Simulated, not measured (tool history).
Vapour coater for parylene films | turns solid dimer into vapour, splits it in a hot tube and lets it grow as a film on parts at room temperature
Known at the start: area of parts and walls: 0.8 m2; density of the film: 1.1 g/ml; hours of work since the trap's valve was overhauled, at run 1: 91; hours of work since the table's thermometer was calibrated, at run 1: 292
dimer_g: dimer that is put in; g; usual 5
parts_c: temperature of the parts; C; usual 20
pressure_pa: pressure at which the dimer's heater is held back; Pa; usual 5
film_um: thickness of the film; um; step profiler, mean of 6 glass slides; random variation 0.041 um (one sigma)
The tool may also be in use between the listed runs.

| run | day | dimer_g | parts_c | pressure_pa | hours of work since the trap's valve was overhauled | hours of work since the table's thermometer was calibrated | film_um |
|---|---|---|---|---|---|---|---|
| 1 | 0 | 5 | 20 | 5 | 91 | 292 | 4.33 |
| 2 | 0.408 | 5 | 20 | 5 | 100 | 300 | 4.33 |
| 3 | 0.979 | 5 | 20 | 6.44 | 111 | 312 | 4.08 |
| 4 | 1.496 | 5 | 20 | 6.44 | 122 | 322 | 4.05 |
| 5 | 1.883 | 5 | 20 | 5 | 130 | 330 | 4.27 |
| 6 | 2.221 | 5 | 20 | 5 | 136 | 337 | 4.24 |
| 7 | 2.725 | 5 | 20 | 5 | 147 | 347 | 4.21 |
| 8 | 3.271 | 5 | 15 | 5 | 158 | 358 | 5.13 |
| 9 | 3.675 | 5 | 26 | 5 | 166 | 366 | 3.34 |
| 10 | 3.983 | 5 | 16 | 5 | 172 | 373 | 4.92 |
| 11 | 4.533 | 4 | 20 | 5 | 183 | 384 | 3.3 |
| 12 | 5.088 | 4 | 20 | 5 | 195 | 395 | 3.31 |
| 13 | 5.5 | 4 | 20 | 5 | 203 | 403 | 3.29 |
| 14 | 5.912 | 4 | 20 | 5 | 211 | 412 | 3.26 |
| 15 | 6.45 | 4 | 20 | 5 | 222 | 423 | 3.22 |
| 16 | 6.812 | 4 | 20 | 5 | 230 | 430 | 3.26 |
| 17 | 7.392 | 4 | 20 | 5 | 241 | 442 | 3.2 |
| 18 | 7.933 | 4 | 20 | 5 | 252 | 453 | 3.19 |
| 19 | 8.388 | 4 | 20 | 5 | 262 | 462 | 3.2 |
| 20 | 9.033 | 4 | 20 | 5 | 275 | 475 | 3.17 |
| 21 | 9.442 | 4 | 20 | 5 | 283 | 483 | 3.1 |
| 22 | 10.033 | 4 | 20 | 5 | 295 | 495 | 3.11 |
| 23 | 10.588 | 4 | 20 | 5 | 306 | 507 | 3.11 |
| 24 | 11.071 | 5 | 20 | 5 | 316 | 516 | 3.96 |
| 25 | 11.454 | 5 | 20 | 5 | 324 | 524 | 3.85 |
|  | 11.704 | trap's valve overhauled |
| 26 | 12.017 | 5 | 20 | 3.62 | 6 | 532 | 4.69 |
| 27 | 12.367 | 5 | 16 | 7.91 | 13 | 539 | 4.79 |
| 28 | 12.838 | 4 | 24 | 4.76 | 23 | 549 | 3.06 |
| 29 | 13.292 | 8 | 20 | 2.08 | 32 | 558 | 8.19 |
| 30 | 13.629 | 5 | 12 | 2.08 | 39 | 565 | 5.46 |
| 31 | 14.288 | 5 | 12 | 2.08 | 52 | 578 | 5.44 |
| 32 | 14.729 | 5 | 24 | 5 | 61 | 587 | 3.77 |
| 33 | 15.362 | 6 | 14 | 7.71 | 74 | 600 | 6.19 |
| 34 | 15.971 | 6 | 14 | 7.71 | 87 | 612 | 6.13 |
| 35 | 16.538 | 4 | 23 | 5 | 98 | 624 | 3.1 |
| 36 | 17.025 | 2 | 28 | 4.77 | 108 | 634 | 1.32 |
| 37 | 17.421 | 2 | 25 | 4.77 | 116 | 642 | 1.41 |
| 38 | 17.879 | 2 | 25 | 11.67 | 125 | 651 | 1.2 |
| 39 | 18.212 | 3 | 15 | 9.68 | 132 | 658 | 2.79 |
| 40 | 18.658 | 4 | 13 | 2 | 141 | 667 | 4.19 |
| 41 | 19.204 | 4 | 14 | 8.59 | 152 | 678 | 3.78 |
| 42 | 19.858 | 4 | 16 | 2.18 | 166 | 691 | 4.08 |
| 43 | 20.421 | 4 | 16 | 2.18 | 177 | 703 | 4.08 |
| 44 | 20.871 | 2 | 29 | 4.09 | 186 | 712 | 1.22 |
| 45 | 21.25 | 2 | 29 | 4.09 | 194 | 720 | 1.2 |
| 46 | 21.696 | 3 | 16 | 5 | 203 | 729 | 2.89 |
| 47 | 22.138 | 3 | 16 | 5 | 212 | 738 | 2.86 |
| 48 | 22.588 | 6 | 17 | 2.47 | 221 | 747 | 5.96 |

Forecast each of these 3 alternatives for the next run:
| A | 22.95 | 5 | 20 | 5.1 | 228 | 754 | ? |
| B | 22.95 | 7 | 17 | 2.47 | 228 | 754 | ? |
| C | 22.95 | 5 | 20 | 3.49 | 228 | 754 | ? |

| run | film_um |
|---|---|
| A | 4.04 |
| B | 6.94 |
| C | 4.3 |
Without the tool's hidden state the same runs would have given:
| run | film_um |
|---|---|
| A | 4.5 |
| B | 7.72 |
| C | 4.79 |
